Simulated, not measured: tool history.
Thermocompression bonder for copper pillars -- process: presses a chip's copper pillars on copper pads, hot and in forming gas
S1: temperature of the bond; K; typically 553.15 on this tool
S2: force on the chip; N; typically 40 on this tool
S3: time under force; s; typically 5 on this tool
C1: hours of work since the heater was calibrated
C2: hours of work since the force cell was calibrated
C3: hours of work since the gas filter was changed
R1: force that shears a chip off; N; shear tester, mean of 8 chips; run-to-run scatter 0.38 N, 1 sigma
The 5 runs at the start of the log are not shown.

| run | hour | S1 | S2 | S3 | C1 | C2 | C3 | R1 |
|---|---|---|---|---|---|---|---|---|
| 6 | 37.4 | 573.15 | 40 | 5 | 307 | 24 | 457 | 98.9 |
| 7 | 42 | 573.15 | 40 | 5 | 310 | 26 | 460 | 98.2 |
| 8 | 52.2 | 573.15 | 40 | 5 | 315 | 31 | 465 | 99.1 |
|  | 61.7 | forming gas filter changed |
| 9 | 61.7 | 553.15 | 40 | 5 | 319 | 36 | 0 | 81.8 |
| 10 | 70.2 | 553.15 | 40 | 5 | 323 | 40 | 4 | 81.8 |
| 11 | 78.7 | 553.15 | 40 | 5 | 327 | 44 | 8 | 81.3 |
| 12 | 83.7 | 553.15 | 40 | 5 | 330 | 46 | 11 | 81.8 |
| 13 | 90.1 | 553.15 | 40 | 5 | 333 | 49 | 14 | 81.1 |
| 14 | 95.5 | 553.15 | 32 | 5 | 335 | 52 | 16 | 66.1 |
| 15 | 102.2 | 553.15 | 29 | 5 | 339 | 55 | 20 | 60 |
| 16 | 111.7 | 553.15 | 29 | 5 | 343 | 60 | 24 | 60.4 |

Run 17, settings as shown, results not yet in. Your forecast:
| 17 | 120 | 563.15 | 33 | 5 | 347 | 64 | 28 | ? |

{"run 17": {"R1": 77.6}}
Were there no unlogged condition in the tool, this run, its random variation unchanged, would have produced R1 76.2 N.
